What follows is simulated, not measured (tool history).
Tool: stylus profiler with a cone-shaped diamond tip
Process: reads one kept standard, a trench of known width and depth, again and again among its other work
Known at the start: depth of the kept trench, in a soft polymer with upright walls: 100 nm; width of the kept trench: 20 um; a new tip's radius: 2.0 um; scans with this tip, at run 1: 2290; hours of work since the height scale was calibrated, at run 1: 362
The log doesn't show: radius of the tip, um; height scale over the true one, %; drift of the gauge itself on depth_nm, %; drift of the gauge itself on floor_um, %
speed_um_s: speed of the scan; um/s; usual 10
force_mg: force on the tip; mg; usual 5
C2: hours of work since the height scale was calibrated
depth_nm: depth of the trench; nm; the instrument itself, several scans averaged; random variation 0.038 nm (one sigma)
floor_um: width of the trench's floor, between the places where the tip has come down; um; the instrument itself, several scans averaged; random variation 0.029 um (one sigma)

run 1 day=0 | speed_um_s=10 force_mg=5 | scans_with_this_tip=2290 C2=362 | depth_nm=101.94 floor_um=18.68
run 2 day=1.629 | speed_um_s=10 force_mg=5 | scans_with_this_tip=2419 C2=382 | depth_nm=101.92 floor_um=18.71
run 3 day=4.554 | speed_um_s=10 force_mg=6.03 | scans_with_this_tip=2651 C2=419 | depth_nm=102.15 floor_um=18.66
run 4 day=8.454 | speed_um_s=10 force_mg=5 | scans_with_this_tip=2960 C2=468 | depth_nm=101.88 floor_um=18.59
run 5 day=11.308 | speed_um_s=10 force_mg=5 | scans_with_this_tip=3187 C2=504 | depth_nm=101.85 floor_um=18.62
run 6 day=14.429 | speed_um_s=10 force_mg=5 | scans_with_this_tip=3434 C2=543 | depth_nm=101.95 floor_um=18.75
run 7 day=17.371 | speed_um_s=10 force_mg=2.79 | scans_with_this_tip=3668 C2=580 | depth_nm=101.24 floor_um=18.61
run 8 day=19.854 | speed_um_s=10 force_mg=6.1 | scans_with_this_tip=3865 C2=611 | depth_nm=102.16 floor_um=18.65
run 9 day=21.475 | speed_um_s=10 force_mg=6.1 | scans_with_this_tip=3993 C2=631 | depth_nm=102.17 floor_um=18.61
run 10 day=25.321 | speed_um_s=6 force_mg=5 | scans_with_this_tip=4298 C2=679 | depth_nm=101.88 floor_um=18.66
run 11 day=29.2 | speed_um_s=10 force_mg=5 | scans_with_this_tip=4606 C2=728 | depth_nm=101.82 floor_um=18.63
run 12 day=31.4 | speed_um_s=10 force_mg=5 | scans_with_this_tip=4780 C2=755 | depth_nm=101.83 floor_um=18.59
run 13 day=33.479 | speed_um_s=10 force_mg=5 | scans_with_this_tip=4945 C2=781 | depth_nm=101.9 floor_um=18.69
run 14 day=37.175 | speed_um_s=10 force_mg=5 | scans_with_this_tip=5238 C2=828 | depth_nm=101.77 floor_um=18.63
run 15 day=39.65 | speed_um_s=10 force_mg=5 | scans_with_this_tip=5435 C2=859 | depth_nm=101.8 floor_um=18.62
run 16 day=41.912 | speed_um_s=10 force_mg=6.61 | scans_with_this_tip=5614 C2=887 | depth_nm=102.21 floor_um=18.64
run 17 day=44.275 | speed_um_s=36 force_mg=5 | scans_with_this_tip=5802 C2=917 | depth_nm=101.76 floor_um=18.57
run 18 day=47.933 | speed_um_s=36 force_mg=5 | scans_with_this_tip=6092 C2=963 | depth_nm=101.75 floor_um=18.54
run 19 day=51.35 | speed_um_s=36 force_mg=5 | scans_with_this_tip=6363 C2=1005 | depth_nm=101.71 floor_um=18.47
run 20 day=53.754 | speed_um_s=36 force_mg=5 | scans_with_this_tip=6554 C2=1036 | depth_nm=101.75 floor_um=18.51
run 21 day=56.212 | speed_um_s=36 force_mg=5 | scans_with_this_tip=6749 C2=1066 | depth_nm=101.75 floor_um=18.53
-- day=56.496 height scale calibrated on a step standard
run 22 day=59.562 | speed_um_s=10 force_mg=10.56 | scans_with_this_tip=7013 C2=38 | depth_nm=102.92 floor_um=18.57
run 23 day=61.371 | speed_um_s=2 force_mg=5 | scans_with_this_tip=7156 C2=61 | depth_nm=101.57 floor_um=18.62
run 24 day=64.125 | speed_um_s=2 force_mg=5 | scans_with_this_tip=7375 C2=96 | depth_nm=101.56 floor_um=18.67
run 25 day=66.792 | speed_um_s=4 force_mg=3.74 | scans_with_this_tip=7586 C2=129 | depth_nm=101.23 floor_um=18.59
run 26 day=68.683 | speed_um_s=10 force_mg=3.16 | scans_with_this_tip=7736 C2=153 | depth_nm=101 floor_um=18.52
run 27 day=72.017 | speed_um_s=21 force_mg=3.88 | scans_with_this_tip=8001 C2=195 | depth_nm=101.23 floor_um=18.55
run 28 day=73.788 | speed_um_s=11 force_mg=1.98 | scans_with_this_tip=8141 C2=217 | depth_nm=100.67 floor_um=18.57
-- day=76.7 height scale calibrated on a step standard, once more
run 29 day=76.721 | speed_um_s=11 force_mg=1.98 | scans_with_this_tip=8373 C2=0 | depth_nm=101.11 floor_um=18.56
run 30 day=79.929 | speed_um_s=12 force_mg=1.98 | scans_with_this_tip=8627 C2=40 | depth_nm=101.18 floor_um=18.52
run 31 day=82.833 | speed_um_s=12 force_mg=1.98 | scans_with_this_tip=8857 C2=77 | depth_nm=101.1 floor_um=18.53
run 32 day=85.888 | speed_um_s=12 force_mg=1.98 | scans_with_this_tip=9099 C2=115 | depth_nm=101.06 floor_um=18.55
run 33 day=88.896 | speed_um_s=14 force_mg=1.67 | scans_with_this_tip=9338 C2=153 | depth_nm=100.85 floor_um=18.48
run 34 day=90.992 | speed_um_s=19 force_mg=5.71 | scans_with_this_tip=9504 C2=179 | depth_nm=102.17 floor_um=18.51
run 35 day=93.842 | speed_um_s=19 force_mg=3.95 | scans_with_this_tip=9731 C2=215 | depth_nm=101.7 floor_um=18.57
run 36 day=96.567 | speed_um_s=19 force_mg=3.95 | scans_with_this_tip=9947 C2=249 | depth_nm=101.74 floor_um=18.53
run 37 day=99.279 | speed_um_s=19 force_mg=3.95 | scans_with_this_tip=10162 C2=283 | depth_nm=101.67 floor_um=18.49
run 38 day=103.229 | speed_um_s=19 force_mg=3.95 | scans_with_this_tip=10475 C2=333 | depth_nm=101.65 floor_um=18.47
run 39 day=104.862 | speed_um_s=13 force_mg=4.46 | scans_with_this_tip=10605 C2=353 | depth_nm=101.75 floor_um=18.5
run 40 day=107.433 | speed_um_s=22 force_mg=3.09 | scans_with_this_tip=10809 C2=385 | depth_nm=101.4 floor_um=18.47
run 41 day=110.604 | speed_um_s=22 force_mg=3.09 | scans_with_this_tip=11060 C2=425 | depth_nm=101.36 floor_um=18.5
run 42 day=114.192 | speed_um_s=4 force_mg=5.42 | scans_with_this_tip=11345 C2=470 | depth_nm=102.04 floor_um=18.57
run 43 day=117.821 | speed_um_s=4 force_mg=5.42 | scans_with_this_tip=11633 C2=515 | depth_nm=101.97 floor_um=18.59
run 44 day=120.342 | speed_um_s=4 force_mg=5.42 | scans_with_this_tip=11833 C2=547 | depth_nm=102.01 floor_um=18.56
run 45 day=122.658 | speed_um_s=4 force_mg=5.42 | scans_with_this_tip=12017 C2=576 | depth_nm=102.03 floor_um=18.57
run 46 day=126.542 | speed_um_s=4 force_mg=5.42 | scans_with_this_tip=12325 C2=625 | depth_nm=101.92 floor_um=18.58
run 47 day=128.842 | speed_um_s=4 force_mg=5.42 | scans_with_this_tip=12507 C2=654 | depth_nm=101.97 floor_um=18.46

Hidden state or all else? Some run-to-run changes of depth_nm, split into what the settings, what came in and random variation would give without the hidden state, and what is left for the hidden state (with any gauge scatter that isn't in both results):
Run 2 -> 3: force_mg 5 -> 6.03. depth_nm +0.23 nm: hidden state -0.02, all else +0.25.
Run 21 -> 22: speed_um_s 36 -> 10, force_mg 5 -> 10.56, height scale calibrated on a step standard. depth_nm +1.17 nm: hidden state -0.12, all else +1.29.
Run 22 -> 23: speed_um_s 10 -> 2, force_mg 10.56 -> 5. depth_nm -1.35 nm: hidden state +0, all else -1.35.
Run 28 -> 29: height scale calibrated on a step standard, once more. depth_nm +0.44 nm: hidden state +0.52, all else -0.08.
Run 33 -> 34: speed_um_s 14 -> 19, force_mg 1.67 -> 5.71. depth_nm +1.32 nm: hidden state -0.01, all else +1.33.
